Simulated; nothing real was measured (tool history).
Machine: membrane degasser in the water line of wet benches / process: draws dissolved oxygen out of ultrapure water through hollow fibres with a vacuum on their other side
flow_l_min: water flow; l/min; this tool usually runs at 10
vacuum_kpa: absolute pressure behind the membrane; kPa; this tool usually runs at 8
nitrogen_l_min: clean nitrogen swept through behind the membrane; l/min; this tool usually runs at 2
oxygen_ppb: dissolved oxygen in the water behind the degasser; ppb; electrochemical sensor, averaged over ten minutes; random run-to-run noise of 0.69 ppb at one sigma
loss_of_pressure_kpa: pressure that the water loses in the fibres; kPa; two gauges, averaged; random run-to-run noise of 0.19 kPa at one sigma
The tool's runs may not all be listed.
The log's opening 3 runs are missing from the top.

{"run": 4, "hour": 320.8, "flow_l_min": 10, "vacuum_kpa": 8, "nitrogen_l_min": 0.8, "oxygen_ppb": 151.5, "loss_of_pressure_kpa": 37.3}
{"run": 5, "hour": 442.4, "flow_l_min": 10, "vacuum_kpa": 8, "nitrogen_l_min": 0.8, "oxygen_ppb": 149.3, "loss_of_pressure_kpa": 37.38}
{"run": 6, "hour": 503.0, "flow_l_min": 10, "vacuum_kpa": 8, "nitrogen_l_min": 0.8, "oxygen_ppb": 150.7, "loss_of_pressure_kpa": 37.2}
{"run": 7, "hour": 614.5, "flow_l_min": 10, "vacuum_kpa": 8, "nitrogen_l_min": 0.8, "oxygen_ppb": 148.6, "loss_of_pressure_kpa": 37.05}
{"run": 8, "hour": 742.5, "flow_l_min": 10, "vacuum_kpa": 15.91, "nitrogen_l_min": 0.8, "oxygen_ppb": 365.9, "loss_of_pressure_kpa": 37}
{"run": 9, "hour": 854.7, "flow_l_min": 10, "vacuum_kpa": 15.91, "nitrogen_l_min": 0.8, "oxygen_ppb": 366, "loss_of_pressure_kpa": 37.32}
{"run": 10, "hour": 970.2, "flow_l_min": 10, "vacuum_kpa": 12.39, "nitrogen_l_min": 0.8, "oxygen_ppb": 272.9, "loss_of_pressure_kpa": 37.16}
{"run": 11, "hour": 1091.1, "flow_l_min": 6, "vacuum_kpa": 12.39, "nitrogen_l_min": 0.8, "oxygen_ppb": 170.9, "loss_of_pressure_kpa": 22.48}
{"run": 12, "hour": 1169.1, "flow_l_min": 6, "vacuum_kpa": 12.39, "nitrogen_l_min": 0.8, "oxygen_ppb": 173.4, "loss_of_pressure_kpa": 22.56}
{"run": 13, "hour": 1249.9, "flow_l_min": 6, "vacuum_kpa": 12.39, "nitrogen_l_min": 0.8, "oxygen_ppb": 173.4, "loss_of_pressure_kpa": 22.66}
{"run": 14, "hour": 1329.7, "flow_l_min": 6, "vacuum_kpa": 9.87, "nitrogen_l_min": 0.8, "oxygen_ppb": 125.6, "loss_of_pressure_kpa": 22.55}
{"run": 15, "hour": 1398.5, "flow_l_min": 6, "vacuum_kpa": 9.87, "nitrogen_l_min": 0.8, "oxygen_ppb": 129.3, "loss_of_pressure_kpa": 22.4}
{"run": 16, "hour": 1516.9, "flow_l_min": 6, "vacuum_kpa": 9.87, "nitrogen_l_min": 0.8, "oxygen_ppb": 126.7, "loss_of_pressure_kpa": 22.62}
{"run": 17, "hour": 1583.0, "flow_l_min": 6, "vacuum_kpa": 9.87, "nitrogen_l_min": 0.8, "oxygen_ppb": 128.5, "loss_of_pressure_kpa": 22.44}
{"run": 18, "hour": 1644.0, "flow_l_min": 10, "vacuum_kpa": 18.84, "nitrogen_l_min": 2.31, "oxygen_ppb": 174.8, "loss_of_pressure_kpa": 37.49}
{"run": 19, "hour": 1710.2, "flow_l_min": 10, "vacuum_kpa": 18.84, "nitrogen_l_min": 2.31, "oxygen_ppb": 170.3, "loss_of_pressure_kpa": 37.32}

Forecast run 20:
{"run": 20, "hour": 1834.3, "flow_l_min": 10, "vacuum_kpa": 18.84, "nitrogen_l_min": 2.31, "oxygen_ppb": "?", "loss_of_pressure_kpa": "?"}

oxygen_ppb: 174.4 ppb
loss_of_pressure_kpa: 37.61 kPa
On a tool with no hidden condition, and with the same random variation, this run would have come out at oxygen_ppb 167.6 ppb, loss_of_pressure_kpa 37.07 kPa.
